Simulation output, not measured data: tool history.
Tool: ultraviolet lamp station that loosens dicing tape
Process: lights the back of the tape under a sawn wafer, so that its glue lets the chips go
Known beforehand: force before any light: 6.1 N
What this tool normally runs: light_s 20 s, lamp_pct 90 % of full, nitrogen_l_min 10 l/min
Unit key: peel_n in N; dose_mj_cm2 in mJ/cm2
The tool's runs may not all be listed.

Run 1, hour 0.0: usual settings. Result: peel_n 0.271 N, dose_mj_cm2 500 mJ/cm2.
Run 2, hour 27.5: usual settings but light_s 40 s. Result: peel_n 0.104 N, dose_mj_cm2 997 mJ/cm2.
Run 3, hour 85.1: usual settings but light_s 40 s. Result: peel_n 0.104 N, dose_mj_cm2 990 mJ/cm2.
Run 4, hour 140.4: usual settings. Result: peel_n 0.270 N, dose_mj_cm2 492 mJ/cm2.
Run 5, hour 175.8: usual settings. Result: peel_n 0.268 N, dose_mj_cm2 494 mJ/cm2.
Run 6, hour 211.8: usual settings but lamp_pct 83 % of full. Result: peel_n 0.334 N, dose_mj_cm2 461 mJ/cm2.
Run 7, hour 277.2: usual settings but lamp_pct 83 % of full. Result: peel_n 0.326 N, dose_mj_cm2 457 mJ/cm2.
Run 8, hour 306.3: usual settings. Result: peel_n 0.269 N, dose_mj_cm2 500 mJ/cm2.
Run 9, hour 354.9: usual settings but light_s 13 s, lamp_pct 92 % of full. Result: peel_n 0.677 N, dose_mj_cm2 332 mJ/cm2.
Run 10, hour 393.9: usual settings but light_s 12 s, lamp_pct 78 % of full. Result: peel_n 1.037 N, dose_mj_cm2 259 mJ/cm2.
Run 11, hour 451.7: usual settings but light_s 12 s, lamp_pct 64 % of full. Result: peel_n 1.420 N, dose_mj_cm2 215 mJ/cm2.
Run 12, hour 502.9: usual settings but light_s 12 s, lamp_pct 64 % of full, nitrogen_l_min 7 l/min. Result: peel_n 1.662 N, dose_mj_cm2 211 mJ/cm2.
Run 13, hour 551.1: usual settings but light_s 27 s, lamp_pct 77 % of full, nitrogen_l_min 4 l/min. Result: peel_n 0.457 N, dose_mj_cm2 574 mJ/cm2.
At hour 604.9: window cleaned of glue's vapour.
Run 14, hour 613.2: usual settings but light_s 12 s. Result: peel_n 0.794 N, dose_mj_cm2 302 mJ/cm2.
Run 15, hour 641.9: usual settings but light_s 19 s. Result: peel_n 0.316 N, dose_mj_cm2 471 mJ/cm2.
Run 16, hour 709.4: usual settings but light_s 35 s, lamp_pct 82 % of full, nitrogen_l_min 20 l/min. Result: peel_n 0.098 N, dose_mj_cm2 792 mJ/cm2.

Some steps in peel_n, run to run, broken into two amounts with sign: the step expected even without the hidden condition (settings, incoming material, random variation), and the rest, left for the hidden condition together with whatever gauge scatter is not in both the measured and the hidden-condition-free result:
The hidden state here: lamp's light, % of a new lamp's; light that the window lets through, % of a clean one's; drift of the gauge itself on peel_n, %; drift of the gauge itself on dose_mj_cm2, %.
Run 12 -> 13: light_s 12 -> 27, lamp_pct 64 -> 77, nitrogen_l_min 7 -> 4. peel_n -1.205 N: hidden state -0.006, all else -1.199.
